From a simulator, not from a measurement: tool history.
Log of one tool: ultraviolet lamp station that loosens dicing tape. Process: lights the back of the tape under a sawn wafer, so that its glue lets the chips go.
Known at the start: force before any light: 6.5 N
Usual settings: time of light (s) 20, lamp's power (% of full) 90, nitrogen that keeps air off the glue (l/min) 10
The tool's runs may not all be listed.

run    day  time of light (s)  lamp's power (% of full)  nitrogen that keeps air off the glue (l/min)  force that peels the tape off (N)  light that reached the tape (mJ/cm²)
  1      0                 20                        90                                            10                              0.358                                   626
  2  0.225                 20                        90                                             5                              0.586                                   612
  3  0.496                 20                        90                                             5                              0.564                                   613
  4    0.9                 20                        90                                             5                               0.59                                   609
  5  1.204                 20                        90                                             5                              0.592                                   612
  6  1.592                 20                        90                                             5                               0.62                                   607
  7    2.1                 35                        90                                             5                              0.246                                  1050
  8  2.525                 28                        90                                            10                              0.245                                   835
  9  2.746                 28                        90                                            10                              0.231                                   836
 10  3.004                 28                        90                                            10                              0.233                                   827
 11   3.25                 28                        90                                            10                              0.237                                   840
 12  3.625                 28                        90                                            10                              0.245                                   833
 13  4.012                 20                        73                                            10                              0.543                                   472
 14  4.329                 20                        73                                            10                              0.576                                   472
 15  4.667                 20                        73                                            10                              0.564                                   472
 16  5.017                 18                        85                                            10                              0.527                                   499
 17  5.233                 14                        90                                             8                               0.85                                   409
 18  5.604                 14                        92                                            18                              0.532                                   408
 19  5.812                 14                        92                                            18                              0.527                                   411
 20  6.096                 14                        92                                             9                              0.807                                   418
 21  6.538                 14                        92                                             9                              0.814                                   410
 22  6.904                 14                        92                                             9                              0.825                                   405
 23  7.338                 16                        78                                             9                              0.856                                   395
 24   7.55                 16                        78                                            16                              0.616                                   389
 25  7.888                 16                        78                                            16                              0.599                                   389
 26  8.271                 16                        78                                            16                              0.619                                   390
 27    8.5                 11                        76                                             7                              1.847                                   257

4 ways to go on from here, each from the tool as it stands after run 27. What would each give?
  A  8.912                 18                        67                                             7                                  ?                                     ?
  B  8.912                 16                        90                                            10                                  ?                                     ?
  C  8.912                 11                        61                                             6                                  ?                                     ?
  D  8.912                 10                        63                                             7                                  ?                                     ?

run  force that peels the tape off (N)  light that reached the tape (mJ/cm²)
  A                              1.105                                   366
  B                              0.648                                   443
  C                              2.483                                   205
  D                              2.574                                   195
Without the tool's hidden state the same runs would have given:
run  force that peels the tape off (N)  light that reached the tape (mJ/cm²)
  A                              0.862                                   425
  B                              0.493                                   515
  C                              2.139                                   238
  D                              2.218                                   226
